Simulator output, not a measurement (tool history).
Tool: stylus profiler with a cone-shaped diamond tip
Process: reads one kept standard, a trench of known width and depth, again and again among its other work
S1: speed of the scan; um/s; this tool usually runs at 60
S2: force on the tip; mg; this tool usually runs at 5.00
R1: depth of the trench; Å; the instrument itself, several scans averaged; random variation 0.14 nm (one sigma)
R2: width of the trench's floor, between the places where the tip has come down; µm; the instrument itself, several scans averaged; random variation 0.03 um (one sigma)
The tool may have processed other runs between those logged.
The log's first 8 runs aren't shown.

run    hour   S1     S2      R1     R2
  9   760.0   18   5.00  5117.3  94.70
 10   847.8   18   5.00  5117.9  94.65
 11   971.3   60   5.00  5118.0  94.57
 12  1073.1   60   5.00  5117.2  94.48
 13  1144.7   60   5.00  5119.4  94.41
 14  1203.4   60   5.00  5119.0  94.43
 15  1286.1   60   5.00  5120.9  94.37
 16  1356.0   60   5.00  5122.1  94.34
 17  1464.1   60   5.00  5121.2  94.26
 18  1543.1   38  14.63  5229.2  94.40
 19  1659.8   33   1.82  5072.8  94.32
 20  1799.0  215   5.00  5125.3  93.68
     1812.5  -- height scale calibrated on a step standard
 21  1876.8  215   5.00  5143.1  93.56
 22  1966.4   22   3.53  5121.4  94.26
 23  2098.1  168   3.80  5127.3  93.63
 24  2172.2  168   3.80  5125.8  93.59
 25  2270.1   25   6.87  5166.2  94.20
     2363.4  -- height scale calibrated on a step standard, once more
 26  2370.7   25   6.87  5124.2  94.15
 27  2437.7  162   3.60  5078.9  93.52
 28  2573.7  102   6.15  5115.4  93.81
 29  2666.5  102   2.65  5068.3  93.58
 30  2736.0  163   6.47  5121.6  93.60

Estimate the outcome of run 31 from the log above:
 31  2849.8  163  6.47   ?   ?

Run 31 measured R1 5121.4 Å, R2 93.55 µm.
With the hidden condition absent and the run-to-run variation left alone, this run would have shown R1 5116.8 Å, R2 95.14 µm.
